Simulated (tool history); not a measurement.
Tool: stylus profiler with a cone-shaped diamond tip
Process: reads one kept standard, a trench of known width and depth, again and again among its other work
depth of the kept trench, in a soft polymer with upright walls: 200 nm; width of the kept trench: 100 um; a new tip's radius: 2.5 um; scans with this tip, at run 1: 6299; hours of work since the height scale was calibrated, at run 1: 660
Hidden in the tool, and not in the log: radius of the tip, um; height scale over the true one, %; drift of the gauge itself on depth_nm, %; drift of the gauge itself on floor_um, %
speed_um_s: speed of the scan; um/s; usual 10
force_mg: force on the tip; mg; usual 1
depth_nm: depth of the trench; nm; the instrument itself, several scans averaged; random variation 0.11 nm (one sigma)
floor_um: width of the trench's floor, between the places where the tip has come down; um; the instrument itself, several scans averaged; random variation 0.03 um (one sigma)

run,hour,speed_um_s,force_mg,scans with this tip,hours of work since the height scale was calibrated,depth_nm,floor_um
1,0,10,1,6299,660,202.36,97.51
2,47.1,10,1,6580,689,202.24,97.46
3,99.2,10,1.02,6891,722,202.34,97.42
4,129.1,10,1.48,7068,740,203.14,97.45
5,170.7,10,1.48,7316,766,203.03,97.47
6,209.5,10,0.4,7547,791,201.74,97.35
7,254.1,10,0.4,7813,818,201.81,97.34
8,297.7,10,1.82,8072,846,203.44,97.43
9,346.1,10,1.82,8361,876,203.48,97.37
10,380.6,10,1.82,8567,897,203.65,97.39
11,418.4,10,0.35,8792,921,201.68,97.28
12,461.1,10,0.35,9046,948,201.6,97.27
13,507.2,10,0.35,9321,976,201.57,97.25
14,539.2,10,1,9511,996,202.77,97.29
# hour 543.5: height scale calibrated on a step standard
15,571.5,10,1,9701,17,203.12,97.3
16,600.1,10,1,9871,35,203.02,97.3
17,640.9,10,1,10114,61,203.04,97.23
18,679,10,1,10341,85,203.22,97.28
19,705.5,10,1,10499,101,202.82,97.28
20,731.3,10,1,10653,117,203.25,97.19
21,775.9,10,1,10918,145,203.13,97.21
22,823.7,10,1,11203,175,203.18,97.23
23,860.3,5,1,11421,198,203.21,97.21
# hour 885.2: height scale calibrated on a step standard, once more
24,904.1,14,1.51,11679,12,202.61,97.16
25,940.9,6,0.66,11898,35,201.45,97.25
26,982.9,2,0.37,12148,61,200.98,97.24
27,1038,2,0.37,12477,95,200.86,97.22
28,1063.6,19,2.06,12629,111,203.11,97.13
29,1107.1,19,2.06,12888,139,203.01,97.08
30,1133.1,14,0.57,13043,155,201.45,97
31,1167.8,14,0.57,13250,176,201.42,97.04
32,1216.2,14,0.57,13538,207,201.42,97.03
33,1264.4,15,1.04,13825,237,201.97,97.03
34,1292.3,9,1.29,13991,254,202.2,97.08
35,1331.7,9,1.29,14226,279,202.25,97.09
36,1358.9,8,0.81,14388,296,201.77,97.05
37,1395.2,9,2.9,14604,318,204.2,97.06
38,1418.9,21,1.08,14745,333,202.12,96.9
39,1453.1,36,0.69,14949,354,201.64,96.77
40,1483.5,23,1.34,15130,373,202.65,96.99
41,1522.7,4,0.38,15363,398,201.18,97.09
42,1563.5,4,0.38,15607,423,201.24,96.98
43,1598.8,8,1.65,15817,445,202.65,96.98

The same runs without the tool's hidden state, with the same run-to-run variation:
run,depth_nm,floor_um
1,201.83,97.99
2,201.69,97.95
3,201.76,97.93
4,202.55,97.97
5,202.43,98
6,201.12,97.9
7,201.18,97.9
8,202.78,98.01
9,202.79,97.96
10,202.95,97.99
11,200.98,97.9
12,200.88,97.9
13,200.83,97.9
14,202.01,97.95
15,202.01,97.97
16,201.89,97.98
17,201.9,97.91
18,202.06,97.98
19,201.65,97.99
20,202.07,97.91
21,201.93,97.94
22,201.96,97.98
23,201.97,97.97
24,202.7,97.93
25,201.52,98.04
26,201.03,98.04
27,200.89,98.04
28,203.13,97.96
29,203.01,97.92
30,201.44,97.85
31,201.39,97.9
32,201.37,97.91
33,201.91,97.91
34,202.13,97.97
35,202.15,98
36,201.67,97.97
37,204.07,97.99
38,201.99,97.84
39,201.49,97.71
40,202.5,97.94
41,201.01,98.05
42,201.05,97.95
43,202.44,97.97
